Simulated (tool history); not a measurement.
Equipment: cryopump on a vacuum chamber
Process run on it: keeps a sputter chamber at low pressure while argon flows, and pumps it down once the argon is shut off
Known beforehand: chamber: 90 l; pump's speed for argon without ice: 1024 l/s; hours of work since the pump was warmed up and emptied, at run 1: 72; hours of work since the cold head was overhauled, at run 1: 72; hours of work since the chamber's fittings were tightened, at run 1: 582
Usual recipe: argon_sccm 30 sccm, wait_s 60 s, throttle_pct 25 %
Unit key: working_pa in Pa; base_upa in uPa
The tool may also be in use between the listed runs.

run    hour  argon_sccm  wait_s  throttle_pct  hours of work since the pump was warmed up and emptied  hours of work since the cold head was overhauled  hours of work since the chamber's fittings were tightened  working_pa  base_upa
  1       0          30      60            25                                                      72                                                72                                                        582      0.1995      2.78
  2    70.4          30     249            25                                                     121                                               121                                                        631      0.2033       1.2
  3   134.8          30      60            25                                                     165                                               165                                                        676      0.2047      2.83
  4   188.7          30      60            16                                                     203                                               203                                                        713      0.3144      2.94
  5   257.2          30      60            25                                                     251                                               251                                                        761      0.2054         3
  6     300          24      60            25                                                     280                                               280                                                        791      0.1652      2.92
  7   387.7          30      60            25                                                     342                                               342                                                        852      0.2076      3.06
  8   453.3          30      60            25                                                     387                                               387                                                        897      0.2083      3.14
  9   541.3          30      60            25                                                     448                                               448                                                        959      0.2128      3.05
 10   610.9          16      60            25                                                     497                                               497                                                       1007      0.1149      3.23
 11   655.3          30      60            25                                                     528                                               528                                                       1038      0.2125      3.26
      694.1  -- pump warmed up, emptied and cooled again
 12   742.4          30      56            25                                                      34                                               585                                                       1095      0.1988      3.12
 13   813.9          30      56            25                                                      83                                               635                                                       1145      0.2014       3.3
 14   892.6          30      56            25                                                     138                                               690                                                       1200      0.2032      3.25
 15   978.6          30      60            25                                                     198                                               749                                                       1259       0.204      3.18
 16  1023.9          30      60            25                                                     230                                               781                                                       1291      0.2058       3.3
 17  1076.6          30      60            25                                                     266                                               818                                                       1328      0.2062      3.32
 18  1134.6          20     136            18                                                     307                                               858                                                       1368      0.1888      2.15
 19    1187          34      47            18                                                     343                                               894                                                       1405      0.3271      3.97
 20    1239          34      24            17                                                     379                                               931                                                       1441       0.343      6.91
 21  1275.7          30      60            57                                                     405                                               956                                                       1466      0.0986       3.4
 22  1317.9          46      99            57                                                     434                                               986                                                       1496      0.1542       2.6
 23  1405.4          30     113            27                                                     495                                              1046                                                       1557      0.1992      2.59
 24    1449          30      21            16                                                     526                                              1077                                                       1587      0.3282      7.59
     1488.4  -- pump warmed up, emptied and cooled again
 25  1492.6          30      21            16                                                       3                                              1104                                                       1614       0.311      7.33

Run 26 comes next. What will it give?
 26  1530.7          30     257            25                                                      29                                              1130                                                       1640           ?         ?

{"run 26": {"working_pa": 0.1998, "base_upa": 1.69}}
Were there no unlogged condition in the tool, this run, its random variation unchanged, would have produced working_pa 0.1983 Pa, base_upa 0.82 uPa.
